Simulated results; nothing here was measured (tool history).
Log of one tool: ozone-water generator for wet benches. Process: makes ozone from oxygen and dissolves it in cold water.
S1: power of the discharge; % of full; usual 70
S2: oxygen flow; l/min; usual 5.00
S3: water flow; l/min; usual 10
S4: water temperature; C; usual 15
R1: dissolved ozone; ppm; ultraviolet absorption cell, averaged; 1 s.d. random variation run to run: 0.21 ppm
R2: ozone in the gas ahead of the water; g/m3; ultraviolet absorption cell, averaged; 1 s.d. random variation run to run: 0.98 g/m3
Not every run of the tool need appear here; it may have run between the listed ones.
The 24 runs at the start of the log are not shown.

run	hour	S1	S2	S3	S4	R1	R2
25	2001.9	99	4.49	10	15	35.4	212.9
26	2088.5	99	4.49	10	15	34.8	212.3
27	2206.2	99	4.49	10	15	35.0	211.3
28	2257.1	78	3.08	10	15	29.5	215.4
29	2341.3	84	6.11	9	16	30.2	156.2
30	2426.4	84	6.11	9	16	30.1	157.2
31	2492.2	84	6.11	9	16	30.2	155.9
32	2582.5	84	6.11	9	16	29.9	155.0

4 options for the next run, each taken on its own from the tool as it stands now. Forecast them:
A	2685.6	70	5.00	10	15	?	?
B	2685.6	70	5.00	7	15	?	?
C	2685.6	86	6.11	9	8	?	?
D	2685.6	42	5.74	12	15	?	?

run	R1	R2
A	26.0	150.0
B	31.2	148.4
C	35.5	158.2
D	15.5	95.1
What these runs would have given with no unlogged condition in the tool:
run	R1	R2
A	30.1	169.2
B	35.9	167.4
C	41.8	182.0
D	17.1	102.0

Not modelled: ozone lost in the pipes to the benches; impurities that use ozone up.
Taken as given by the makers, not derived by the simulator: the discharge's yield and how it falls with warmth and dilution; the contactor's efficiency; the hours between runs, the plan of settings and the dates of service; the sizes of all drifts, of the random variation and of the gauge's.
